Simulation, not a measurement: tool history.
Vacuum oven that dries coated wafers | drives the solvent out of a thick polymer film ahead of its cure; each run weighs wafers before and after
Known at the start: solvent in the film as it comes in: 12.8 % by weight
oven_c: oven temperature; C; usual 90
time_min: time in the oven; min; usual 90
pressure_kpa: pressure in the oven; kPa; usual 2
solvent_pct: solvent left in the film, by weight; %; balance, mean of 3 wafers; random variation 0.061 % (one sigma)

run	hour	oven_c	time_min	pressure_kpa	solvent_pct
1	0	90	90	2	3.84
2	14.8	90	90	2	3.79
3	26.4	90	90	2	3.81
4	35.7	90	90	2	3.84
5	52.7	91	90	2	3.83
6	68.6	91	90	1.11	2.28
7	85	90	90	2	3.89
8	98.2	90	90	2	4
9	107.4	90	90	2	3.81
10	121.8	90	90	2	3.85
11	136.8	80	90	2	6.39
12	146.6	90	93	2	3.9
13	164.7	90	90	1.73	3.48
14	183.8	90	90	1.73	3.38
15	197.4	90	90	2	3.93
16	216.7	90	90	2	3.95
17	228.3	90	90	2	3.94
18	237.1	90	48	2	5.07
19	246.5	90	48	2	5.08
20	255.4	100	48	2	3.05
21	275.1	100	48	2	3.1
22	292	91	90	2	3.87
23	311.2	91	90	2	3.82
24	327.8	92	78	7.47	11.98
25	336.7	101	47	3.81	5.03
26	350.6	91	51	3.5	6.88
27	360.6	91	51	3.5	6.93
28	374.6	78	121	7.44	12.84
29	389.9	84	90	2.3	6.02
30	409.6	89	90	2.66	5.45
31	428	75	50	1.72	8.69
32	444.6	87	91	2	4.88
33	463.2	87	91	2	4.46
34	478.7	89	134	3.16	5.7
35	497.9	89	134	3.16	5.66
36	515.2	80	60	3.16	8.97
37	525.2	84	139	5.3	11.36
38	544.7	105	65	3.58	3.65
39	554.7	105	65	3.58	3.6
40	574.5	105	65	3.58	3.63
41	591.5	86	90	1.18	3.13
42	604.4	86	69	1.33	3.97
43	620.6	86	69	1.33	3.93
44	631.5	94	161	1.5	2.44
45	645.6	90	132	4.05	6.98
46	655	89	90	1.52	3.36

Taken out of this log: 2 entries between the listed runs. Where each belongs, and how the hidden state differs across it:
Between runs 30 and 31: oven's thermocouples calibrated (hour 413.4)
  true wafer temperature over the reading, C: -1.14 -> -1.79; true pressure over the reading, kPa: 0.197 -> 0.2
  measured less the result without the state, solvent_pct: +0.58 -> +0.84 %
Between runs 32 and 33: oven's thermocouples calibrated, once more (hour 458.9)
  true wafer temperature over the reading, C: -1.8 -> 0.15; true pressure over the reading, kPa: 0.204 -> 0.207
  measured less the result without the state, solvent_pct: +0.75 -> +0.33 %
